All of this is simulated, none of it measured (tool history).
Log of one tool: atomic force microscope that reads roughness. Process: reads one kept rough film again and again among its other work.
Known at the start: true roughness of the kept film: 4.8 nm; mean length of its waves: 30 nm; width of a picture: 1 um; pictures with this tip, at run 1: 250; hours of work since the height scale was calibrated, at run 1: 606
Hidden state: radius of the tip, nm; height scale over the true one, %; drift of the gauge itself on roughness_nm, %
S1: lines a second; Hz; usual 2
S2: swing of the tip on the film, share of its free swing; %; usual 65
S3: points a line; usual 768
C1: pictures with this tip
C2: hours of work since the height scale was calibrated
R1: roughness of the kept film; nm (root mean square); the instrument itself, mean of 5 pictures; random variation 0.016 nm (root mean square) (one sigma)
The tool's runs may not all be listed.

run	hour	S1	S2	S3	C1	C2	R1
1	0	2	65	768	250	606	2.663
2	25.7	2	65	768	299	621	2.501
3	41	2	65	768	328	631	2.407
# hour 59.7: new tip fitted
4	63	2	71	768	6	644	3.733
5	89	2	65	707	56	660	3.448
6	107.2	2	65	707	91	671	3.244
7	118	2	65	707	112	678	3.161
8	132.9	2	65	336	140	687	3.004
9	146.3	2	65	768	166	696	2.907
10	162.6	2	65	768	197	706	2.792
11	174.6	2	65	768	220	713	2.725
12	200.4	2	66	768	269	729	2.56
13	217.8	2	66	768	303	740	2.443
14	241.6	2	65	768	348	754	2.333
# hour 249.3: new tip fitted
15	258.6	2	65	768	18	765	3.7
16	275.9	2	65	768	51	775	3.484
17	299.6	2	65	768	96	790	3.262
18	312.3	2	65	768	121	798	3.123
19	333.2	2	65	768	161	811	2.956
20	355.4	2	65	768	203	824	2.809
21	372.8	2	65	768	237	835	2.659
22	390.9	2	65	768	271	846	2.562
23	409.8	2	65	768	307	858	2.456
24	431.8	2	65	269	349	871	2.282
# hour 439: new tip fitted
25	450.8	2	65	269	23	883	3.619
26	474.8	2	65	983	69	898	3.38
27	497.6	0.88	65	768	112	912	3.229
28	513.3	3.61	86	1016	143	921	2.516
29	531.5	2.77	65	366	177	933	2.789
# hour 534.8: height scale calibrated on a step standard
30	543.2	1.39	72	768	198	5	2.802
31	560.2	2.21	71	669	230	16	2.637
32	574	2	77	846	257	24	2.475
33	588.3	2	79	494	284	33	2.372
34	602.2	2.85	73	768	311	42	2.314
# hour 623.3: height scale calibrated on a step standard, once more
35	623.3	3.34	85	768	349	0	1.968
# hour 631.7: new tip fitted
36	646.6	3.34	78	523	28	14	3.243
37	657.1	3.34	78	523	48	21	3.114
38	668.6	1.5	78	523	70	28	3.241
39	694.5	1.5	78	523	120	44	3.015
40	719.2	2.95	58	523	167	59	2.885
41	742.2	1.68	66	558	211	73	2.731
42	759.3	0.95	59	650	244	84	2.684
43	784.9	0.95	85	650	293	99	2.421
44	806.1	0.95	85	650	333	113	2.296
45	819	0.95	85	650	358	120	2.268
# hour 821.6: new tip fitted
46	833.6	2	74	365	23	129	3.457
47	851.7	2	58	262	58	140	3.359
48	867.2	3.28	79	262	87	150	2.863
49	886.7	0.84	56	401	125	162	3.095
50	901.7	2	63	768	153	171	2.914
51	922	2	87	768	192	184	2.533
52	941.7	1.99	71	768	230	196	2.575
53	963.8	1.99	71	768	272	210	2.452

Hidden state or all else? Some run-to-run changes of R1, split into what the settings, what came in and random variation would give without the hidden state, and what is left for the hidden state (with any gauge scatter that isn't in both results):
Run 3 -> 4: S2 65 -> 71, new tip fitted. R1 +1.326 nm (root mean square): hidden state +1.349, all else -0.023.
Run 14 -> 15: new tip fitted. R1 +1.367 nm (root mean square): hidden state +1.347, all else +0.02.
Run 24 -> 25: new tip fitted. R1 +1.337 nm (root mean square): hidden state +1.3, all else +0.037.

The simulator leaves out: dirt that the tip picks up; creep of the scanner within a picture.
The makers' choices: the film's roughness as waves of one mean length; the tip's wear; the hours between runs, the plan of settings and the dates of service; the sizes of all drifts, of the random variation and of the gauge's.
